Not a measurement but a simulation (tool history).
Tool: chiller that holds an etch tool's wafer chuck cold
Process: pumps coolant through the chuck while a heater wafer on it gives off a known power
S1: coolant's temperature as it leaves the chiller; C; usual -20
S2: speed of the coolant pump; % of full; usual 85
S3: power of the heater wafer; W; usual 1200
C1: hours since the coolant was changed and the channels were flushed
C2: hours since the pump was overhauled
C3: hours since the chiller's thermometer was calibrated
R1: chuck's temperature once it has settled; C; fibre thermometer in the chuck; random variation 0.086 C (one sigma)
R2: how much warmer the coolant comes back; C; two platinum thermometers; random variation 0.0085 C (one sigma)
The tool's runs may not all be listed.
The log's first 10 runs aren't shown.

run 11 hour=289.3 | S1=-20 S2=65 S3=1200 | C1=1829 C2=1771 C3=1567 | R1=-9.64 R2=4.095
run 12 hour=310.6 | S1=-14 S2=65 S3=1200 | C1=1850 C2=1792 C3=1588 | R1=-3.44 R2=4.105
-- hour=319 coolant pump overhauled
run 13 hour=342.2 | S1=-14 S2=65 S3=1200 | C1=1877 C2=23 C3=1615 | R1=-3.52 R2=4.123
run 14 hour=386.4 | S1=-14 S2=65 S3=1200 | C1=1921 C2=67 C3=1659 | R1=-3.26 R2=4.116
run 15 hour=410.2 | S1=-20 S2=85 S3=1200 | C1=1945 C2=91 C3=1683 | R1=-11.23 R2=3.167
run 16 hour=445 | S1=-12 S2=85 S3=1200 | C1=1979 C2=126 C3=1717 | R1=-3.15 R2=3.155
run 17 hour=465.2 | S1=-12 S2=85 S3=1200 | C1=2000 C2=146 C3=1738 | R1=-3.07 R2=3.144
run 18 hour=501.8 | S1=-23 S2=98 S3=1260 | C1=2036 C2=183 C3=1774 | R1=-14.59 R2=2.872
run 19 hour=529 | S1=-26 S2=85 S3=813 | C1=2063 C2=210 C3=1801 | R1=-19.83 R2=2.14
run 20 hour=553.8 | S1=-26 S2=85 S3=813 | C1=2088 C2=235 C3=1826 | R1=-19.86 R2=2.152
run 21 hour=599.1 | S1=-11 S2=85 S3=1200 | C1=2134 C2=280 C3=1872 | R1=-2.12 R2=3.162
-- hour=607.6 coolant pump overhauled, once more
run 22 hour=627.2 | S1=-13 S2=61 S3=1200 | C1=2157 C2=20 C3=1895 | R1=-2.13 R2=4.279
run 23 hour=668.2 | S1=-13 S2=61 S3=1200 | C1=2198 C2=61 C3=1936 | R1=-2.07 R2=4.28
run 24 hour=695 | S1=-24 S2=61 S3=838 | C1=2224 C2=87 C3=1962 | R1=-16.18 R2=2.994
run 25 hour=742.9 | S1=-12 S2=69 S3=1200 | C1=2272 C2=135 C3=2010 | R1=-1.88 R2=3.802
run 26 hour=788.1 | S1=-12 S2=69 S3=1200 | C1=2318 C2=180 C3=2055 | R1=-1.93 R2=3.798
run 27 hour=823.7 | S1=-12 S2=69 S3=1200 | C1=2353 C2=216 C3=2091 | R1=-1.73 R2=3.783
run 28 hour=857.8 | S1=-26 S2=85 S3=1200 | C1=2387 C2=250 C3=2125 | R1=-17.12 R2=3.08
run 29 hour=891.7 | S1=-26 S2=85 S3=1200 | C1=2421 C2=284 C3=2159 | R1=-17.05 R2=3.097
run 30 hour=925.7 | S1=-26 S2=85 S3=1161 | C1=2455 C2=318 C3=2193 | R1=-17.29 R2=2.986
run 31 hour=950.9 | S1=-26 S2=85 S3=1161 | C1=2480 C2=343 C3=2218 | R1=-17.34 R2=2.986

5 ways to go on from here, each from the tool as it stands after run 31. What would each give?
run A hour=984.3 | S1=-20 S2=84 S3=730 | C1=2514 C2=377 C3=2252 | R1=? R2=?
run B hour=984.3 | S1=-26 S2=66 S3=1575 | C1=2514 C2=377 C3=2252 | R1=? R2=?
run C hour=984.3 | S1=-26 S2=94 S3=928 | C1=2514 C2=377 C3=2252 | R1=? R2=?
run D hour=984.3 | S1=-20 S2=91 S3=1770 | C1=2514 C2=377 C3=2252 | R1=? R2=?
run E hour=984.3 | S1=-26 S2=85 S3=861 | C1=2514 C2=377 C3=2252 | R1=? R2=?

run=A R1=-14.25 R2=1.908
run=B R1=-12.35 R2=5.218
run=C R1=-19.47 R2=2.161
run=D R1=-7.71 R2=4.278
run=E R1=-19.6 R2=2.224
Without the tool's hidden state the same runs would have given:
run=A R1=-15.04 R2=1.903
run=B R1=-13.51 R2=5.205
run=C R1=-20.31 R2=2.156
run=D R1=-8.82 R2=4.267
run=E R1=-20.43 R2=2.218

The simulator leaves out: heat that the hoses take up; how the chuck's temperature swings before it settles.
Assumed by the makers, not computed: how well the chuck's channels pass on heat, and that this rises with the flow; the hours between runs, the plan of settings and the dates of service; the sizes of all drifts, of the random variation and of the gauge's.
